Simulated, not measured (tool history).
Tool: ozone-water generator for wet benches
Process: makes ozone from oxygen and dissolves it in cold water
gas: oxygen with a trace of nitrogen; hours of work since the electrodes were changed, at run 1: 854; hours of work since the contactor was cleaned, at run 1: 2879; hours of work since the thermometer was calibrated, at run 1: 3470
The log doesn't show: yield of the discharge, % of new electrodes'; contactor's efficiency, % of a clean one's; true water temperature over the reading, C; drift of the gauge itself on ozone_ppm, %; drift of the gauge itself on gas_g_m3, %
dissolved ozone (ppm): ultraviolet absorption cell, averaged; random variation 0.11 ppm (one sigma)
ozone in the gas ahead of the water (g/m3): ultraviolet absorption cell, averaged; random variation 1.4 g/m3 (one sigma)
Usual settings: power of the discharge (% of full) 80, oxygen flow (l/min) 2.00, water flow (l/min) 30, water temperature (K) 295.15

| run | day | power of the discharge (% of full) | oxygen flow (l/min) | water flow (l/min) | water temperature (K) | hours of work since the electrodes were changed | hours of work since the contactor was cleaned | hours of work since the thermometer was calibrated | dissolved ozone (ppm) | ozone in the gas ahead of the water (g/m3) |
|---|---|---|---|---|---|---|---|---|---|---|
| 1 | 0.000 | 80 | 2.00 | 30 | 295.15 | 854 | 2879 | 3470 | 9.1 | 269.5 |
| 2 | 1.012 | 80 | 2.00 | 30 | 298.15 | 870 | 2896 | 3487 | 8.7 | 271.7 |
| 3 | 1.842 | 80 | 2.00 | 30 | 293.15 | 884 | 2909 | 3500 | 9.2 | 270.5 |
| 4 | 2.629 | 80 | 2.00 | 30 | 293.15 | 897 | 2922 | 3513 | 9.1 | 269.8 |
| 5 | 4.146 | 80 | 2.00 | 22 | 293.15 | 922 | 2947 | 3538 | 12.9 | 271.8 |
| 6 | 5.046 | 80 | 2.72 | 22 | 293.15 | 937 | 2962 | 3553 | 14.0 | 234.7 |
| 7 | 5.875 | 80 | 2.00 | 30 | 295.15 | 950 | 2976 | 3566 | 8.9 | 271.2 |
| 8 | 7.096 | 80 | 2.00 | 30 | 295.15 | 970 | 2996 | 3586 | 9.0 | 271.0 |
| 9 | 8.979 | 80 | 2.00 | 30 | 295.15 | 1001 | 3027 | 3617 | 9.1 | 271.8 |
| 10 | 10.758 | 80 | 2.00 | 30 | 295.15 | 1031 | 3056 | 3647 | 8.8 | 268.9 |
| 11 | 12.583 | 80 | 2.00 | 30 | 295.15 | 1060 | 3086 | 3677 | 9.1 | 269.8 |
| 12 | 14.354 | 80 | 2.00 | 30 | 295.15 | 1090 | 3115 | 3706 | 9.3 | 270.9 |
| 13 | 16.200 | 48 | 2.00 | 30 | 295.15 | 1120 | 3145 | 3736 | 6.2 | 185.1 |
| 14 | 17.229 | 48 | 2.00 | 30 | 295.15 | 1137 | 3162 | 3753 | 6.1 | 185.5 |
| 15 | 18.417 | 48 | 1.61 | 44 | 295.15 | 1156 | 3182 | 3772 | 3.5 | 204.4 |
| 16 | 19.646 | 48 | 1.01 | 24 | 295.15 | 1177 | 3202 | 3793 | 6.1 | 249.6 |
| 17 | 20.592 | 48 | 1.01 | 24 | 295.15 | 1192 | 3217 | 3808 | 6.2 | 248.9 |
| 18 | 21.750 | 80 | 2.00 | 30 | 297.15 | 1211 | 3236 | 3827 | 9.2 | 272.8 |
| 19 | 23.150 | 80 | 2.00 | 30 | 297.15 | 1234 | 3259 | 3850 | 8.8 | 269.6 |
| 20 | 24.150 | 42 | 2.00 | 30 | 295.15 | 1250 | 3276 | 3867 | 5.7 | 168.0 |
| 21 | 25.917 | 60 | 2.00 | 43 | 295.15 | 1280 | 3305 | 3896 | 4.9 | 215.7 |
| 22 | 27.346 | 60 | 2.00 | 43 | 295.15 | 1303 | 3328 | 3919 | 4.9 | 218.6 |
| 23 | 28.800 | 65 | 2.00 | 30 | 296.15 | 1327 | 3352 | 3943 | 7.7 | 231.3 |
| 24 | 30.467 | 80 | 1.36 | 30 | 289.15 | 1354 | 3380 | 3970 | 8.0 | 320.7 |
| 25 | 31.875 | 73 | 2.00 | 30 | 298.15 | 1377 | 3403 | 3993 | 8.2 | 254.2 |
| 26 | 33.254 | 97 | 1.70 | 34 | 290.15 | 1400 | 3425 | 4016 | 8.7 | 335.7 |
| 27 | 35.158 | 80 | 1.87 | 30 | 295.15 | 1431 | 3457 | 4047 | 8.9 | 279.6 |

Forecast each of these 4 alternatives for the next run:
| A | 36.383 | 69 | 1.87 | 33 | 299.15 | 1451 | 3477 | 4068 | ? | ? |
| B | 36.383 | 80 | 1.87 | 41 | 295.15 | 1451 | 3477 | 4068 | ? | ? |
| C | 36.383 | 80 | 1.87 | 25 | 297.15 | 1451 | 3477 | 4068 | ? | ? |
| D | 36.383 | 80 | 1.57 | 30 | 288.15 | 1451 | 3477 | 4068 | ? | ? |

| run | dissolved ozone (ppm) | ozone in the gas ahead of the water (g/m3) |
|---|---|---|
| A | 7.0 | 251.4 |
| B | 6.3 | 281.6 |
| C | 10.5 | 279.4 |
| D | 8.6 | 299.7 |
Without the tool's hidden state the same runs would have given:
| run | dissolved ozone (ppm) | ozone in the gas ahead of the water (g/m3) |
|---|---|---|
| A | 7.0 | 251.4 |
| B | 6.3 | 281.7 |
| C | 10.5 | 279.5 |
| D | 8.6 | 299.8 |
